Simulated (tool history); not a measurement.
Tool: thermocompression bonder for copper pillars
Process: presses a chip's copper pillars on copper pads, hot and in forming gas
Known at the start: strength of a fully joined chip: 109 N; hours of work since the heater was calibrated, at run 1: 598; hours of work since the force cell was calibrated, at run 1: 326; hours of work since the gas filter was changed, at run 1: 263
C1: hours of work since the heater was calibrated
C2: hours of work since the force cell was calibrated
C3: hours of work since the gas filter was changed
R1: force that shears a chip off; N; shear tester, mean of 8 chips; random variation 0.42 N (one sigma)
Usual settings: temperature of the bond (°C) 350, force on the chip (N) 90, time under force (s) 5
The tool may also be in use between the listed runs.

{"run": 1, "hour": 0.0, "temperature of the bond (°C)": 350, "force on the chip (N)": 90, "time under force (s)": 5, "C1": 598, "C2": 326, "C3": 263, "R1": 44.6}
{"run": 2, "hour": 27.4, "temperature of the bond (°C)": 350, "force on the chip (N)": 90, "time under force (s)": 5, "C1": 616, "C2": 344, "C3": 281, "R1": 43.8}
{"hour": 42.9, "done": "forming gas filter changed"}
{"run": 3, "hour": 53.8, "temperature of the bond (°C)": 350, "force on the chip (N)": 90, "time under force (s)": 5, "C1": 633, "C2": 361, "C3": 7, "R1": 49.4}
{"run": 4, "hour": 70.1, "temperature of the bond (°C)": 350, "force on the chip (N)": 117, "time under force (s)": 5, "C1": 644, "C2": 371, "C3": 18, "R1": 57.4}
{"run": 5, "hour": 88.2, "temperature of the bond (°C)": 350, "force on the chip (N)": 117, "time under force (s)": 5, "C1": 655, "C2": 383, "C3": 30, "R1": 57}
{"run": 6, "hour": 106.8, "temperature of the bond (°C)": 350, "force on the chip (N)": 117, "time under force (s)": 5, "C1": 668, "C2": 395, "C3": 42, "R1": 56.8}
{"run": 7, "hour": 125.3, "temperature of the bond (°C)": 350, "force on the chip (N)": 117, "time under force (s)": 3, "C1": 680, "C2": 407, "C3": 54, "R1": 47.8}
{"run": 8, "hour": 138.1, "temperature of the bond (°C)": 350, "force on the chip (N)": 117, "time under force (s)": 3, "C1": 688, "C2": 416, "C3": 62, "R1": 47.1}
{"run": 9, "hour": 154.6, "temperature of the bond (°C)": 350, "force on the chip (N)": 117, "time under force (s)": 3, "C1": 699, "C2": 426, "C3": 73, "R1": 47.1}
{"run": 10, "hour": 174.9, "temperature of the bond (°C)": 350, "force on the chip (N)": 117, "time under force (s)": 3, "C1": 712, "C2": 440, "C3": 86, "R1": 47.3}
{"run": 11, "hour": 192.7, "temperature of the bond (°C)": 350, "force on the chip (N)": 117, "time under force (s)": 3, "C1": 724, "C2": 451, "C3": 98, "R1": 47.1}
{"run": 12, "hour": 204.6, "temperature of the bond (°C)": 350, "force on the chip (N)": 90, "time under force (s)": 5, "C1": 731, "C2": 459, "C3": 106, "R1": 47.6}
{"run": 13, "hour": 218.5, "temperature of the bond (°C)": 350, "force on the chip (N)": 90, "time under force (s)": 5, "C1": 741, "C2": 468, "C3": 115, "R1": 46.9}
{"run": 14, "hour": 230.1, "temperature of the bond (°C)": 350, "force on the chip (N)": 90, "time under force (s)": 3, "C1": 748, "C2": 476, "C3": 122, "R1": 38.6}
{"run": 15, "hour": 246.9, "temperature of the bond (°C)": 365, "force on the chip (N)": 81, "time under force (s)": 6, "C1": 759, "C2": 487, "C3": 133, "R1": 51.3}
{"run": 16, "hour": 268.9, "temperature of the bond (°C)": 365, "force on the chip (N)": 81, "time under force (s)": 6, "C1": 774, "C2": 501, "C3": 148, "R1": 51.7}
{"run": 17, "hour": 295.7, "temperature of the bond (°C)": 365, "force on the chip (N)": 81, "time under force (s)": 6, "C1": 791, "C2": 519, "C3": 165, "R1": 50.8}
{"run": 18, "hour": 306.7, "temperature of the bond (°C)": 350, "force on the chip (N)": 112, "time under force (s)": 3, "C1": 798, "C2": 526, "C3": 173, "R1": 43.8}
{"run": 19, "hour": 331.1, "temperature of the bond (°C)": 371, "force on the chip (N)": 78, "time under force (s)": 5, "C1": 814, "C2": 542, "C3": 188, "R1": 48.5}
{"run": 20, "hour": 349.1, "temperature of the bond (°C)": 320, "force on the chip (N)": 68, "time under force (s)": 5, "C1": 826, "C2": 554, "C3": 200, "R1": 29.1}
{"run": 21, "hour": 361.6, "temperature of the bond (°C)": 341, "force on the chip (N)": 88, "time under force (s)": 7, "C1": 834, "C2": 562, "C3": 208, "R1": 47.4}
{"run": 22, "hour": 382.6, "temperature of the bond (°C)": 344, "force on the chip (N)": 60, "time under force (s)": 11, "C1": 848, "C2": 576, "C3": 222, "R1": 43.7}

Forecast run 23:
{"run": 23, "hour": 399.9, "temperature of the bond (°C)": 344, "force on the chip (N)": 60, "time under force (s)": 11, "C1": 859, "C2": 587, "C3": 233, "R1": "?"}

Run 23 gave R1 43.8 N.
Without the tool's hidden state the same run would have given R1 50.7 N.
